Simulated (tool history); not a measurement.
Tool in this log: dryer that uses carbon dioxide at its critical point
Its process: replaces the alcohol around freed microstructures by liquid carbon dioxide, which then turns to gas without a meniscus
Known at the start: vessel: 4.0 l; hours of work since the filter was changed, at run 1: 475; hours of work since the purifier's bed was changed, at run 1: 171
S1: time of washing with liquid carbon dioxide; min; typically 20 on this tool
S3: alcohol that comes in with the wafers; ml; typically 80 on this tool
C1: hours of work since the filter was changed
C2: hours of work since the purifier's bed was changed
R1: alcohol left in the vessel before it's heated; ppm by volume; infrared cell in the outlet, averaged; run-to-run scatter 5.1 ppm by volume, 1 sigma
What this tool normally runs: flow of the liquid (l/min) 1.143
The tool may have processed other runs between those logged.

run 1 hour=0 | S1=20 flow_of_the_liquid_(l/min)=1.143 S3=80 | C1=475 C2=171 | R1=147
run 2 hour=18.1 | S1=12 flow_of_the_liquid_(l/min)=1.143 S3=80 | C1=483 C2=178 | R1=915
run 3 hour=38.7 | S1=20 flow_of_the_liquid_(l/min)=1.143 S3=80 | C1=491 C2=187 | R1=144
run 4 hour=52.6 | S1=20 flow_of_the_liquid_(l/min)=1.83 S3=80 | C1=497 C2=193 | R1=47
run 5 hour=67.8 | S1=20 flow_of_the_liquid_(l/min)=1.83 S3=80 | C1=504 C2=200 | R1=56
run 6 hour=81.5 | S1=20 flow_of_the_liquid_(l/min)=0.71 S3=80 | C1=510 C2=205 | R1=774
run 7 hour=91.7 | S1=20 flow_of_the_liquid_(l/min)=0.71 S3=80 | C1=514 C2=210 | R1=763
run 8 hour=101.7 | S1=20 flow_of_the_liquid_(l/min)=0.71 S3=80 | C1=518 C2=214 | R1=765
run 9 hour=117 | S1=20 flow_of_the_liquid_(l/min)=0.71 S3=80 | C1=525 C2=220 | R1=761
run 10 hour=126.9 | S1=20 flow_of_the_liquid_(l/min)=1.143 S3=80 | C1=529 C2=225 | R1=154
run 11 hour=148.7 | S1=20 flow_of_the_liquid_(l/min)=1.143 S3=80 | C1=538 C2=234 | R1=155
run 12 hour=161.3 | S1=20 flow_of_the_liquid_(l/min)=1.94 S3=80 | C1=543 C2=239 | R1=54
run 13 hour=175.5 | S1=20 flow_of_the_liquid_(l/min)=1.06 S3=80 | C1=550 C2=245 | R1=196
run 14 hour=186 | S1=20 flow_of_the_liquid_(l/min)=1.06 S3=80 | C1=554 C2=250 | R1=215
run 15 hour=198.1 | S1=24 flow_of_the_liquid_(l/min)=1.06 S3=80 | C1=559 C2=255 | R1=111
run 16 hour=215.3 | S1=20 flow_of_the_liquid_(l/min)=1.44 S3=115 | C1=566 C2=262 | R1=101
run 17 hour=229.7 | S1=15 flow_of_the_liquid_(l/min)=1.44 S3=34 | C1=573 C2=268 | R1=125
-- hour=232.9 inlet filter changed
run 18 hour=254.6 | S1=18 flow_of_the_liquid_(l/min)=1.143 S3=74 | C1=9 C2=279 | R1=184
run 19 hour=275.5 | S1=24 flow_of_the_liquid_(l/min)=1.143 S3=74 | C1=18 C2=288 | R1=84
run 20 hour=297.2 | S1=24 flow_of_the_liquid_(l/min)=1.143 S3=74 | C1=27 C2=297 | R1=87
run 21 hour=310.7 | S1=24 flow_of_the_liquid_(l/min)=1.143 S3=74 | C1=33 C2=303 | R1=89
run 22 hour=326 | S1=18 flow_of_the_liquid_(l/min)=0.83 S3=72 | C1=40 C2=309 | R1=516
run 23 hour=336.7 | S1=20 flow_of_the_liquid_(l/min)=1.23 S3=24 | C1=44 C2=314 | R1=83
run 24 hour=359.8 | S1=20 flow_of_the_liquid_(l/min)=0.86 S3=45 | C1=54 C2=323 | R1=224
run 25 hour=378.3 | S1=20 flow_of_the_liquid_(l/min)=1.143 S3=107 | C1=62 C2=331 | R1=177
run 26 hour=398.4 | S1=20 flow_of_the_liquid_(l/min)=1.143 S3=107 | C1=70 C2=340 | R1=182

Each row is a separate what-if for the run after 26, all from the same tool condition, not one after another. Results?
run A hour=422.3 | S1=20 flow_of_the_liquid_(l/min)=0.77 S3=20 | C1=81 C2=350 | R1=?
run B hour=422.3 | S1=20 flow_of_the_liquid_(l/min)=1.143 S3=27 | C1=81 C2=350 | R1=?
run C hour=422.3 | S1=15 flow_of_the_liquid_(l/min)=0.97 S3=80 | C1=81 C2=350 | R1=?

run=A R1=181
run=B R1=112
run=C R1=673
The same runs, with their run-to-run variation unchanged, on a tool lacking any hidden condition would have given:
run=A R1=106
run=B R1=42
run=C R1=572

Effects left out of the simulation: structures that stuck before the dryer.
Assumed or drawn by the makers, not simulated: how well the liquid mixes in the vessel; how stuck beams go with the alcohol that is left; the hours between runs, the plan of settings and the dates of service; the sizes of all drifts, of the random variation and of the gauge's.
